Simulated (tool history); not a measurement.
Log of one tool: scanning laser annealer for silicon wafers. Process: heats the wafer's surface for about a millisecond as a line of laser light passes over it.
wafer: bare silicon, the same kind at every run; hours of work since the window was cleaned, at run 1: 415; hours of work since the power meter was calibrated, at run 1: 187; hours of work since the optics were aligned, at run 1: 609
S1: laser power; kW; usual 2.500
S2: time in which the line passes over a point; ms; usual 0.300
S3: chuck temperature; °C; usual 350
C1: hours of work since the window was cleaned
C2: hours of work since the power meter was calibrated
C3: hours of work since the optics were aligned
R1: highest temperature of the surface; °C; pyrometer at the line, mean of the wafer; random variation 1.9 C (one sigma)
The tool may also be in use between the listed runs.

run    hour     S1     S2   S3   C1   C2    C3    R1
  1     0.0  2.500  0.300  350  415  187   609  1162
  2    38.5  2.500  0.300  350  438  210   632  1164
  3    58.4  2.500  0.300  350  449  222   644  1164
  4    83.1  2.433  0.300  350  464  237   659  1140
  5    99.9  2.433  0.300  350  474  247   669  1141
  6   133.4  2.433  0.300  350  494  267   689  1142
  7   154.7  2.500  0.300  371  507  279   702  1178
  8   186.9  2.202  0.300  350  526  299   721  1067
  9   227.0  2.500  0.300  350  551  323   745  1157
 10   264.4  2.500  0.300  342  573  345   767  1144
 11   288.4  2.500  0.300  350  587  360   782  1156
 12   316.0  2.500  0.236  350  604  376   798  1052
 13   347.8  2.500  0.300  374  623  395   817  1176
      363.9  -- window over the wafer cleaned
 14   386.4  2.500  0.300  350   13  417   839  1182
 15   423.4  2.500  0.300  350   36  439   861  1181
 16   458.3  2.500  0.300  350   57  460   882  1180
 17   476.8  2.500  0.234  350   68  471   893  1076
 18   506.1  2.500  0.234  350   85  489   911  1072
 19   523.6  2.500  0.234  350   96  499   921  1071
 20   559.2  2.500  0.234  350  117  521   943  1067
 21   598.5  2.442  0.300  350  141  544   966  1159
 22   638.6  2.442  0.300  323  165  568   990  1125
 23   657.6  2.460  0.246  327  176  580  1002  1054
 24   684.0  2.530  0.246  328  192  595  1018  1074
 25   709.7  2.249  0.301  377  207  611  1033  1120
 26   746.7  2.199  0.348  341  229  633  1055  1127
 27   779.8  2.324  0.338  370  249  653  1075  1183
 28   799.3  2.324  0.338  370  261  664  1087  1185
 29   820.0  2.324  0.338  370  273  677  1099  1183
 30   856.2  2.324  0.338  370  295  699  1121  1180
 31   888.9  2.324  0.338  370  315  718  1140  1179
 32   922.2  2.637  0.335  380  334  738  1160  1286
 33   949.1  2.637  0.335  380  351  754  1176  1281
 34   979.7  2.637  0.305  339  369  773  1195  1198
 35  1017.7  2.637  0.305  339  392  795  1217  1194
 36  1049.5  2.637  0.305  339  411  814  1237  1195
 37  1073.0  2.637  0.305  339  425  828  1251  1194
 38  1094.2  2.500  0.271  350  438  841  1263  1110
 39  1122.4  2.500  0.341  387  454  858  1280  1248
 40  1152.9  2.174  0.275  347  473  876  1298  1019

Forecast each of these 3 alternatives for the next run:
  A  1187.7  2.500  0.284  350  494  897  1319   ?
  B  1187.7  2.163  0.282  370  494  897  1319   ?
  C  1187.7  2.632  0.254  350  494  897  1319   ?

run    R1
  A  1126
  B  1048
  C  1120
Without the tool's hidden state the same runs would have given:
run    R1
  A  1168
  B  1085
  C  1161

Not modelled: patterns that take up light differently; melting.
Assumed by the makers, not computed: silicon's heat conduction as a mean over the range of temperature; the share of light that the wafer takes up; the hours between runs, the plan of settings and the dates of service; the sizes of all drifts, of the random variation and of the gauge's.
